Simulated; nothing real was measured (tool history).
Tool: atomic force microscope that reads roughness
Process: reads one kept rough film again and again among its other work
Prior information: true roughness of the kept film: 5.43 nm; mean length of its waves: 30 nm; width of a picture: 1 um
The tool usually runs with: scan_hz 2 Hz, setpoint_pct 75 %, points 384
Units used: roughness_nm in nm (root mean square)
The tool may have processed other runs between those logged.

{"run": 1, "hour": 0.0, "scan_hz": 2, "setpoint_pct": 75, "points": 384, "roughness_nm": 3.739}
{"run": 2, "hour": 12.6, "scan_hz": 2, "setpoint_pct": 75, "points": 384, "roughness_nm": 3.649}
{"run": 3, "hour": 23.1, "scan_hz": 1.76, "setpoint_pct": 75, "points": 384, "roughness_nm": 3.651}
{"run": 4, "hour": 37.9, "scan_hz": 2, "setpoint_pct": 75, "points": 464, "roughness_nm": 3.538}
{"run": 5, "hour": 55.3, "scan_hz": 2, "setpoint_pct": 75, "points": 678, "roughness_nm": 3.461}
{"run": 6, "hour": 77.3, "scan_hz": 2, "setpoint_pct": 75, "points": 384, "roughness_nm": 3.369}
{"run": 7, "hour": 91.1, "scan_hz": 2, "setpoint_pct": 75, "points": 384, "roughness_nm": 3.295}
{"run": 8, "hour": 113.8, "scan_hz": 2, "setpoint_pct": 75, "points": 384, "roughness_nm": 3.219}
{"run": 9, "hour": 135.3, "scan_hz": 2, "setpoint_pct": 75, "points": 384, "roughness_nm": 3.113}
{"run": 10, "hour": 149.5, "scan_hz": 3.97, "setpoint_pct": 75, "points": 384, "roughness_nm": 2.716}
{"run": 11, "hour": 161.6, "scan_hz": 2, "setpoint_pct": 80, "points": 384, "roughness_nm": 2.923}
{"run": 12, "hour": 180.6, "scan_hz": 2, "setpoint_pct": 62, "points": 384, "roughness_nm": 3.193}
{"run": 13, "hour": 190.6, "scan_hz": 3.19, "setpoint_pct": 62, "points": 384, "roughness_nm": 3.036}
{"run": 14, "hour": 201.9, "scan_hz": 2, "setpoint_pct": 75, "points": 613, "roughness_nm": 2.916}
{"run": 15, "hour": 214.5, "scan_hz": 2, "setpoint_pct": 75, "points": 384, "roughness_nm": 2.831}
{"run": 16, "hour": 228.7, "scan_hz": 3.26, "setpoint_pct": 75, "points": 384, "roughness_nm": 2.581}
{"hour": 230.3, "done": "new tip fitted"}
{"run": 17, "hour": 248.9, "scan_hz": 3.26, "setpoint_pct": 75, "points": 384, "roughness_nm": 3.318}
{"run": 18, "hour": 264.8, "scan_hz": 3.26, "setpoint_pct": 75, "points": 384, "roughness_nm": 3.218}
{"run": 19, "hour": 280.3, "scan_hz": 0.93, "setpoint_pct": 75, "points": 384, "roughness_nm": 3.731}
{"run": 20, "hour": 290.6, "scan_hz": 0.93, "setpoint_pct": 75, "points": 384, "roughness_nm": 3.656}
{"run": 21, "hour": 313.2, "scan_hz": 0.82, "setpoint_pct": 75, "points": 384, "roughness_nm": 3.592}
{"run": 22, "hour": 323.8, "scan_hz": 0.82, "setpoint_pct": 75, "points": 384, "roughness_nm": 3.526}
{"run": 23, "hour": 338.2, "scan_hz": 0.82, "setpoint_pct": 69, "points": 256, "roughness_nm": 3.508}
{"run": 24, "hour": 357.0, "scan_hz": 0.82, "setpoint_pct": 69, "points": 256, "roughness_nm": 3.448}
{"run": 25, "hour": 373.0, "scan_hz": 0.82, "setpoint_pct": 69, "points": 256, "roughness_nm": 3.38}
{"hour": 375.1, "done": "height scale calibrated on a step standard"}
{"run": 26, "hour": 385.7, "scan_hz": 0.59, "setpoint_pct": 78, "points": 259, "roughness_nm": 3.306}
{"run": 27, "hour": 407.3, "scan_hz": 0.59, "setpoint_pct": 78, "points": 259, "roughness_nm": 3.222}
{"run": 28, "hour": 418.5, "scan_hz": 3.19, "setpoint_pct": 61, "points": 383, "roughness_nm": 3.045}
{"run": 29, "hour": 428.2, "scan_hz": 2.24, "setpoint_pct": 77, "points": 481, "roughness_nm": 2.806}
{"run": 30, "hour": 438.3, "scan_hz": 2.56, "setpoint_pct": 66, "points": 481, "roughness_nm": 2.982}
{"run": 31, "hour": 448.2, "scan_hz": 2, "setpoint_pct": 63, "points": 443, "roughness_nm": 3.078}
{"hour": 459.0, "done": "height scale calibrated on a step standard, once more"}
{"hour": 463.1, "done": "new tip fitted"}
{"run": 32, "hour": 467.3, "scan_hz": 2, "setpoint_pct": 55, "points": 445, "roughness_nm": 4.143}
{"run": 33, "hour": 488.3, "scan_hz": 0.77, "setpoint_pct": 70, "points": 777, "roughness_nm": 4.024}
{"run": 34, "hour": 503.0, "scan_hz": 1.11, "setpoint_pct": 66, "points": 384, "roughness_nm": 3.912}
{"run": 35, "hour": 512.4, "scan_hz": 0.5, "setpoint_pct": 66, "points": 580, "roughness_nm": 3.986}
{"run": 36, "hour": 535.2, "scan_hz": 0.5, "setpoint_pct": 56, "points": 693, "roughness_nm": 3.925}
{"run": 37, "hour": 551.1, "scan_hz": 1.37, "setpoint_pct": 75, "points": 384, "roughness_nm": 3.473}
{"run": 38, "hour": 574.0, "scan_hz": 2.89, "setpoint_pct": 75, "points": 384, "roughness_nm": 3.054}
{"run": 39, "hour": 593.3, "scan_hz": 2.89, "setpoint_pct": 75, "points": 384, "roughness_nm": 2.981}
{"run": 40, "hour": 614.7, "scan_hz": 2.47, "setpoint_pct": 75, "points": 571, "roughness_nm": 3.009}
{"run": 41, "hour": 625.6, "scan_hz": 0.51, "setpoint_pct": 75, "points": 881, "roughness_nm": 3.409}
{"run": 42, "hour": 640.5, "scan_hz": 3.39, "setpoint_pct": 59, "points": 912, "roughness_nm": 3.164}

Same runs, no hidden state in the tool, same run-to-run variation:
Hidden conditions of the tool in this case: radius of the tip, nm; height scale over the true one, %; drift of the gauge itself on roughness_nm, %.
run=1 roughness_nm=3.773
run=2 roughness_nm=3.744
run=3 roughness_nm=3.802
run=4 roughness_nm=3.758
run=5 roughness_nm=3.759
run=6 roughness_nm=3.772
run=7 roughness_nm=3.754
run=8 roughness_nm=3.76
run=9 roughness_nm=3.728
run=10 roughness_nm=3.321
run=11 roughness_nm=3.616
run=12 roughness_nm=4.047
run=13 roughness_nm=3.885
run=14 roughness_nm=3.774
run=15 roughness_nm=3.714
run=16 roughness_nm=3.44
run=17 roughness_nm=3.448
run=18 roughness_nm=3.416
run=19 roughness_nm=4.047
run=20 roughness_nm=4.026
run=21 roughness_nm=4.079
run=22 roughness_nm=4.065
run=23 roughness_nm=4.114
run=24 roughness_nm=4.134
run=25 roughness_nm=4.129
run=26 roughness_nm=4.091
run=27 roughness_nm=4.085
run=28 roughness_nm=3.905
run=29 roughness_nm=3.632
run=30 roughness_nm=3.905
run=31 roughness_nm=4.069
run=32 roughness_nm=4.163
run=33 roughness_nm=4.175
run=34 roughness_nm=4.141
run=35 roughness_nm=4.271
run=36 roughness_nm=4.342
run=37 roughness_nm=3.918
run=38 roughness_nm=3.54
run=39 roughness_nm=3.538
run=40 roughness_nm=3.658
run=41 roughness_nm=4.206
run=42 roughness_nm=3.965

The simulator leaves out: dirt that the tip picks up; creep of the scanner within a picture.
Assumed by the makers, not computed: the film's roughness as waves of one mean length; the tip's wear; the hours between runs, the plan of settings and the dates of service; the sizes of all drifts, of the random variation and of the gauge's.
